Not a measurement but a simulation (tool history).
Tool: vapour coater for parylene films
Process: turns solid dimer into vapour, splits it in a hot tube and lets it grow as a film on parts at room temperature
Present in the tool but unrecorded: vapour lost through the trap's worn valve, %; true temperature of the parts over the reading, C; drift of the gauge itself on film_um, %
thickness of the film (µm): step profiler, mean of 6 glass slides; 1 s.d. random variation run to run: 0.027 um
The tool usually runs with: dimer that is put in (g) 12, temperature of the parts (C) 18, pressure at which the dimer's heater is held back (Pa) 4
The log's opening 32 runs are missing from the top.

run	hour	dimer that is put in (g)	temperature of the parts (C)	pressure at which the dimer's heater is held back (Pa)	hours of work since the trap's valve was overhauled	hours of work since the table's thermometer was calibrated	thickness of the film (µm)
33	473	16	10	2.93	135	505	6.95
34	489.9	8	11	5.03	143	513	3.47
35	510.8	8	11	5.03	153	523	3.43
36	526.8	12	20	4	161	531	4.14
37	544.1	11	20	4	170	539	3.83
38	554.9	19	11	4	175	544	8.22
39	570	9	18	3.34	182	552	3.45
40	579.7	11	18	8.86	187	556	3.36
41	588.1	7	18	8.86	191	560	2.15
42	604.1	7	18	8.86	199	568	2.14
43	613.5	10	18	4	203	573	3.59
44	633.8	8	16	4	213	582	3.08
45	647.3	8	16	4	219	589	3.08
46	664	6	23	2.14	228	597	2.18
47	680.4	6	23	2.14	235	605	2.16
48	698.1	11	18	4	244	614	4.03

Each row is a separate what-if for the run after 48, all from the same tool condition, not one after another. Results?
A	713.5	9	22	4	251	621	?
B	713.5	11	22	4	251	621	?
C	713.5	12	14	2.75	251	621	?

run	thickness of the film (µm)
A	2.94
B	3.51
C	5.16
Without the tool's unlogged condition, the same runs would have read:
run	thickness of the film (µm)
A	3.04
B	3.64
C	5.37
